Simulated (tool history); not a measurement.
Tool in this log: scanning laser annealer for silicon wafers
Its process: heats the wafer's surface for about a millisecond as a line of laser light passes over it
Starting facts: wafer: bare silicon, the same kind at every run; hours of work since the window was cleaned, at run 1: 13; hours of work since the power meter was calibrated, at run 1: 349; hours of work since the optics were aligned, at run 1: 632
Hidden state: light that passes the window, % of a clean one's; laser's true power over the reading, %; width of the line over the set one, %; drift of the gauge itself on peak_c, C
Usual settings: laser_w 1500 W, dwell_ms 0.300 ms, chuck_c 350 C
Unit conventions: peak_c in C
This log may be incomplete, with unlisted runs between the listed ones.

| run | hour | laser_w | dwell_ms | chuck_c | hours of work since the window was cleaned | hours of work since the power meter was calibrated | hours of work since the optics were aligned | peak_c |
|---|---|---|---|---|---|---|---|---|
| 1 | 0.0 | 1500 | 0.300 | 350 | 13 | 349 | 632 | 1172 |
| 2 | 29.3 | 1500 | 0.300 | 350 | 37 | 372 | 655 | 1168 |
| 3 | 54.2 | 1500 | 0.300 | 350 | 56 | 392 | 675 | 1172 |
| 4 | 75.9 | 1500 | 0.300 | 350 | 73 | 409 | 692 | 1166 |
| 5 | 107.9 | 1500 | 0.300 | 350 | 99 | 435 | 718 | 1170 |
| 6 | 137.7 | 1500 | 0.300 | 350 | 123 | 458 | 741 | 1170 |
| 7 | 152.0 | 1500 | 0.300 | 350 | 134 | 470 | 753 | 1165 |
|  | 156.2 | window over the wafer cleaned |
| 8 | 177.5 | 1500 | 0.300 | 350 | 17 | 488 | 771 | 1162 |
| 9 | 206.4 | 1500 | 0.300 | 350 | 40 | 511 | 794 | 1161 |
| 10 | 236.4 | 1500 | 0.300 | 350 | 64 | 535 | 818 | 1160 |
| 11 | 255.9 | 1386 | 0.373 | 366 | 79 | 550 | 833 | 1182 |
| 12 | 277.7 | 1452 | 0.300 | 350 | 96 | 568 | 851 | 1129 |
|  | 294.2 | window over the wafer cleaned, once more |
| 13 | 300.7 | 1520 | 0.300 | 382 | 5 | 584 | 867 | 1212 |
| 14 | 322.4 | 1529 | 0.255 | 327 | 22 | 601 | 884 | 1100 |
| 15 | 342.2 | 1532 | 0.226 | 366 | 38 | 617 | 900 | 1099 |
| 16 | 356.9 | 1341 | 0.318 | 375 | 50 | 629 | 912 | 1114 |
| 17 | 374.9 | 1341 | 0.318 | 375 | 64 | 643 | 926 | 1108 |

Run 18 comes next. What will it give?
| 18 | 407.4 | 1341 | 0.318 | 375 | 90 | 669 | 952 | ? |

{"run 18": {"peak_c": 1110}}
On a tool with no hidden condition, and with the same random variation, this run would have come out at peak_c 1117 C.
